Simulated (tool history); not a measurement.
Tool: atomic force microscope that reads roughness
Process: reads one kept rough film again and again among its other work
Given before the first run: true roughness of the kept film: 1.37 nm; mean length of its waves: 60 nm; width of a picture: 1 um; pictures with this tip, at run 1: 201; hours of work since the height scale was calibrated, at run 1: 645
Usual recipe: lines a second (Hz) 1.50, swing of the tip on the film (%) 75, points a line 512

| run | hour | lines a second (Hz) | swing of the tip on the film (%) | points a line | pictures with this tip | hours of work since the height scale was calibrated | roughness of the kept film (nm (root mean square)) |
|---|---|---|---|---|---|---|---|
| 1 | 0.0 | 1.50 | 75 | 512 | 201 | 645 | 1.281 |
| 2 | 22.6 | 2.16 | 75 | 512 | 230 | 660 | 1.253 |
| 3 | 42.2 | 2.40 | 75 | 512 | 255 | 674 | 1.238 |
| 4 | 63.2 | 2.40 | 75 | 512 | 282 | 689 | 1.240 |
| 5 | 74.6 | 1.50 | 77 | 512 | 297 | 697 | 1.267 |
| 6 | 90.2 | 1.50 | 77 | 512 | 317 | 708 | 1.267 |
| 7 | 114.1 | 1.50 | 77 | 512 | 347 | 724 | 1.269 |
|  | 125.0 | new tip fitted |
| 8 | 136.0 | 1.50 | 77 | 512 | 14 | 739 | 1.292 |
| 9 | 150.5 | 1.50 | 81 | 512 | 32 | 749 | 1.275 |
| 10 | 167.4 | 1.50 | 81 | 512 | 54 | 761 | 1.274 |
| 11 | 186.9 | 1.50 | 81 | 512 | 79 | 774 | 1.271 |
| 12 | 197.3 | 0.84 | 81 | 575 | 92 | 782 | 1.308 |
|  | 199.6 | height scale calibrated on a step standard |
| 13 | 214.5 | 0.84 | 74 | 575 | 113 | 10 | 1.325 |
| 14 | 229.3 | 3.35 | 73 | 693 | 132 | 21 | 1.227 |
| 15 | 246.2 | 1.21 | 75 | 512 | 154 | 32 | 1.307 |
| 16 | 257.3 | 0.66 | 75 | 458 | 168 | 40 | 1.335 |
| 17 | 268.7 | 0.66 | 75 | 458 | 183 | 48 | 1.331 |
|  | 273.5 | height scale calibrated on a step standard, once more |
| 18 | 286.5 | 0.66 | 75 | 458 | 204 | 9 | 1.307 |
| 19 | 298.1 | 0.66 | 75 | 458 | 219 | 17 | 1.304 |

Consider 4 possible next runs. They are alternatives, not a sequence: every one starts from the tool as it was left by run 19. What does each give?
| A | 309.8 | 0.90 | 75 | 896 | 234 | 25 | ? |
| B | 309.8 | 3.83 | 55 | 512 | 234 | 25 | ? |
| C | 309.8 | 1.08 | 80 | 458 | 234 | 25 | ? |
| D | 309.8 | 1.51 | 75 | 572 | 234 | 25 | ? |

| run | roughness of the kept film (nm (root mean square)) |
|---|---|
| A | 1.294 |
| B | 1.281 |
| C | 1.266 |
| D | 1.263 |
Without the tool's unlogged condition, the same runs would have read:
| run | roughness of the kept film (nm (root mean square)) |
|---|---|
| A | 1.314 |
| B | 1.301 |
| C | 1.285 |
| D | 1.282 |
